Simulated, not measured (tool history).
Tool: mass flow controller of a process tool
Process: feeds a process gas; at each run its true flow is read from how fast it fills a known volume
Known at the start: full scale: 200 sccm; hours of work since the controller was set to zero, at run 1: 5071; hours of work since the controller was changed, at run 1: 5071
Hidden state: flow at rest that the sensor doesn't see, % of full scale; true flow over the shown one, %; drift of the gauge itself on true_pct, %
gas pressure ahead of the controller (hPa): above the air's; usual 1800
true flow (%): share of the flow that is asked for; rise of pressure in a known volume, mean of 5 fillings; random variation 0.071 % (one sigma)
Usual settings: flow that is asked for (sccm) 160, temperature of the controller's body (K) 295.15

| run | hour | flow that is asked for (sccm) | gas pressure ahead of the controller (hPa) | temperature of the controller's body (K) | hours of work since the controller was set to zero | hours of work since the controller was changed | true flow (%) |
|---|---|---|---|---|---|---|---|
| 1 | 0 | 160 | 1800 | 295.15 | 5071 | 5071 | 99.79 |
| 2 | 359 | 120 | 1800 | 295.15 | 5336 | 5336 | 100.01 |
| 3 | 615.5 | 120 | 1590 | 295.15 | 5524 | 5524 | 99.9 |
| 4 | 827.8 | 120 | 1590 | 295.15 | 5681 | 5681 | 99.86 |
| 5 | 1158.3 | 120 | 1590 | 295.15 | 5924 | 5924 | 99.85 |
| 6 | 1467.7 | 120 | 1590 | 295.15 | 6152 | 6152 | 99.83 |
| 7 | 1706 | 120 | 1590 | 295.15 | 6327 | 6327 | 99.94 |
|  | 1845.7 | controller exchanged for a calibrated one |
| 8 | 2013.1 | 120 | 1590 | 295.15 | 123 | 123 | 99.81 |
| 9 | 2257 | 120 | 1590 | 295.15 | 303 | 303 | 99.87 |
| 10 | 2462.5 | 120 | 1590 | 295.15 | 454 | 454 | 99.82 |
| 11 | 2764.7 | 120 | 1590 | 295.15 | 676 | 676 | 99.96 |
| 12 | 2992.4 | 157 | 1800 | 307.15 | 844 | 844 | 99.09 |
| 13 | 3272.3 | 157 | 1450 | 295.15 | 1050 | 1050 | 99.89 |
| 14 | 3480.7 | 47 | 2310 | 300.15 | 1203 | 1203 | 100.19 |
|  | 3499.2 | controller's zero set anew |
| 15 | 3728.6 | 106 | 1800 | 302.15 | 169 | 1385 | 99.58 |
| 16 | 3958 | 106 | 1800 | 302.15 | 338 | 1554 | 99.65 |
| 17 | 4206.6 | 106 | 1800 | 302.15 | 521 | 1737 | 99.63 |
| 18 | 4432.7 | 106 | 1800 | 302.15 | 687 | 1904 | 99.76 |
| 19 | 4716.7 | 38 | 1800 | 295.15 | 896 | 2113 | 101.12 |
|  | 4967.5 | controller's zero set anew, once more |
| 20 | 4967.5 | 74 | 1720 | 307.15 | 0 | 2297 | 98.72 |
| 21 | 5337.6 | 74 | 1550 | 303.15 | 272 | 2569 | 98.83 |
| 22 | 5510.8 | 74 | 1900 | 296.15 | 400 | 2697 | 99.57 |

3 ways to go on from here, each from the tool as it stands after run 22. What would each give?
| A | 5877.1 | 74 | 1900 | 309.15 | 669 | 2966 | ? |
| B | 5877.1 | 35 | 1800 | 300.15 | 669 | 2966 | ? |
| C | 5877.1 | 140 | 1720 | 295.15 | 669 | 2966 | ? |

| run | true flow (%) |
|---|---|
| A | 98.55 |
| B | 99.42 |
| C | 99.51 |
Without the tool's hidden state the same runs would have given:
| run | true flow (%) |
|---|---|
| A | 98.84 |
| B | 99.48 |
| C | 99.88 |
